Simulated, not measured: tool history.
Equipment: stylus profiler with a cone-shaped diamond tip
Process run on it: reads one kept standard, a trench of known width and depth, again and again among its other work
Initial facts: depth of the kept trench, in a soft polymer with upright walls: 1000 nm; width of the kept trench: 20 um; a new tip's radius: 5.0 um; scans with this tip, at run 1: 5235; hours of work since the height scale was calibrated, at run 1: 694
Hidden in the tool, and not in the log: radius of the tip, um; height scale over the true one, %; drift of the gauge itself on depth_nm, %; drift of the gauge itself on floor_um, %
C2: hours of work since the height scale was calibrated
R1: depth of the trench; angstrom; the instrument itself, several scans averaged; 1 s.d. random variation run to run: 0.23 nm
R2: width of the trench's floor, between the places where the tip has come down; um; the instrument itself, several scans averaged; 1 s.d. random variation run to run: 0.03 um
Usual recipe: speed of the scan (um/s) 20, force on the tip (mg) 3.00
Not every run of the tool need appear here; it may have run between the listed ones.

Run 1, hour 0.0: usual settings; scans with this tip 5235; C2 694. Result: R1 10098.6 angstrom, R2 12.50 um.
Run 2, hour 30.8: usual settings; scans with this tip 5373; C2 712. Result: R1 10097.8 angstrom, R2 12.45 um.
Run 3, hour 66.8: usual settings; scans with this tip 5534; C2 734. Result: R1 10096.4 angstrom, R2 12.42 um.
Run 4, hour 101.6: usual settings; scans with this tip 5689; C2 754. Result: R1 10099.9 angstrom, R2 12.39 um.
Run 5, hour 126.1: usual settings but force on the tip (mg) 2.72; scans with this tip 5799; C2 769. Result: R1 10090.9 angstrom, R2 12.42 um.
Run 6, hour 156.0: usual settings but force on the tip (mg) 1.81; scans with this tip 5932; C2 786. Result: R1 10057.8 angstrom, R2 12.33 um.
Run 7, hour 197.5: usual settings but force on the tip (mg) 1.81; scans with this tip 6118; C2 811. Result: R1 10057.2 angstrom, R2 12.28 um.
Run 8, hour 218.1: usual settings but speed of the scan (um/s) 31, force on the tip (mg) 6.07; scans with this tip 6210; C2 823. Result: R1 10172.8 angstrom, R2 12.26 um.
Run 9, hour 236.8: usual settings but speed of the scan (um/s) 6, force on the tip (mg) 5.49; scans with this tip 6293; C2 834. Result: R1 10162.2 angstrom, R2 12.28 um.
At hour 240.9: height scale calibrated on a step standard.
Run 10, hour 268.6: usual settings but speed of the scan (um/s) 7, force on the tip (mg) 5.18; scans with this tip 6433; C2 16. Result: R1 10130.8 angstrom, R2 12.26 um.
Run 11, hour 292.5: usual settings but speed of the scan (um/s) 6, force on the tip (mg) 4.12; scans with this tip 6540; C2 31. Result: R1 10108.9 angstrom, R2 12.22 um.
Run 12, hour 326.0: usual settings but speed of the scan (um/s) 6, force on the tip (mg) 4.12; scans with this tip 6689; C2 50. Result: R1 10103.8 angstrom, R2 12.20 um.
Run 13, hour 367.1: usual settings but speed of the scan (um/s) 51, force on the tip (mg) 3.43; scans with this tip 6873; C2 75. Result: R1 10086.4 angstrom, R2 12.03 um.

5 ways to go on from here, each from the tool as it stands after run 13. What would each give?
Run A, hour 395.2: usual settings but speed of the scan (um/s) 10, force on the tip (mg) 1.97; scans with this tip 6998; C2 91. Result: R1 ?, R2 ?.
Run B, hour 395.2: usual settings but speed of the scan (um/s) 62, force on the tip (mg) 2.48; scans with this tip 6998; C2 91. Result: R1 ?, R2 ?.
Run C, hour 395.2: usual settings but speed of the scan (um/s) 51, force on the tip (mg) 1.49; scans with this tip 6998; C2 91. Result: R1 ?, R2 ?.
Run D, hour 395.2: usual settings but speed of the scan (um/s) 21, force on the tip (mg) 2.76; scans with this tip 6998; C2 91. Result: R1 ?, R2 ?.
Run E, hour 395.2: usual settings but speed of the scan (um/s) 9, force on the tip (mg) 2.18; scans with this tip 6998; C2 91. Result: R1 ?, R2 ?.

run       R1     R2
  A  10038.2  12.18
  B  10059.5  11.95
  C  10024.8  11.94
  D  10063.6  12.07
  E  10046.4  12.11
With the hidden condition removed and each run's random variation left untouched, the same runs would have given:
run       R1     R2
  A  10097.4  14.03
  B  10118.9  13.80
  C  10083.9  13.79
  D  10123.0  13.92
  E  10105.6  13.96

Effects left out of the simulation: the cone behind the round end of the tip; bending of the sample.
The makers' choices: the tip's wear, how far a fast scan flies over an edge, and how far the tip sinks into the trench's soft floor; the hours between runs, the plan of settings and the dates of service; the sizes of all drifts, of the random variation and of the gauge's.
